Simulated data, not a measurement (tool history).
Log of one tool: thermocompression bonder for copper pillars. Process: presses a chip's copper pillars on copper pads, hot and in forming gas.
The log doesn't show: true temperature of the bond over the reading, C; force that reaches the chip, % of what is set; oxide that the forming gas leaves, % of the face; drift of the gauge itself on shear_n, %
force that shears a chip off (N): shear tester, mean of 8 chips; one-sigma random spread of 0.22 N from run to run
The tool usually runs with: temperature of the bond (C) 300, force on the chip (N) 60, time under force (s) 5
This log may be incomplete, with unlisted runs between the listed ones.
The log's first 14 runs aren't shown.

run    hour  temperature of the bond (C)  force on the chip (N)  time under force (s)  hours of work since the heater was calibrated  hours of work since the force cell was calibrated  hours of work since the gas filter was changed  force that shears a chip off (N)
 15   599.8                          300                     60                     5                                             52                                               1066                                             194                              77.9
 16   661.9                          300                     60                     5                                             92                                               1106                                             234                              77.1
 17   714.3                          300                     60                     5                                            126                                               1140                                             268                              77.0
 18   749.1                          300                     60                     5                                            148                                               1163                                             291                              77.2
 19   781.2                          311                     60                     5                                            169                                               1183                                             311                              84.7
      798.3  -- forming gas filter changed
 20   823.7                          273                     52                     7                                            196                                               1210                                              16                              63.5
 21   891.6                          288                     54                     5                                            240                                               1254                                              60                              66.7
 22   945.5                          320                     64                    14                                            274                                               1289                                              95                             122.7
 23   986.1                          320                     64                    14                                            300                                               1315                                             121                             121.6
 24  1047.3                          272                     66                     4                                            340                                               1354                                             160                              58.6
 25  1105.2                          272                     55                     4                                            377                                               1392                                             198                              52.2
 26  1139.6                          300                     60                     9                                            399                                               1414                                             220                              94.4
 27  1173.2                          300                     78                    10                                            421                                               1435                                             241                             109.1
 28  1230.0                          300                     78                    10                                            457                                               1472                                             278                             108.2
 29  1288.0                          272                     86                    10                                            495                                               1509                                             315                              92.5
     1299.4  -- forming gas filter changed
 30  1348.7                          272                     37                     5                                            534                                               1548                                              32                              44.3
     1385.4  -- force cell calibrated
 31  1408.9                          286                     64                     9                                            571                                                 15                                              70                              92.5
 32  1444.6                          300                     47                     6                                            594                                                 38                                              93                              76.8
 33  1487.5                          300                     74                     6                                            622                                                 66                                             120                              97.8
 34  1526.7                          300                     74                     6                                            647                                                 91                                             145                              97.7
 35  1562.4                          278                     41                     3                                            670                                                114                                             168                              42.3

Branching from run 35: 3 alternative next runs. What would each branch give?
  A  1621.9                          275                     41                     3                                            709                                                152                                             207                                 ?
  B  1621.9                          311                     90                    13                                            709                                                152                                             207                                 ?
  C  1621.9                          278                     41                    14                                            709                                                152                                             207                                 ?

run  force that shears a chip off (N)
  A                              41.2
  B                             128.6
  C                              76.7
Stripped of hidden state, with their random variation kept, the same runs would have yielded:
run  force that shears a chip off (N)
  A                              39.5
  B                             129.7
  C                              74.6
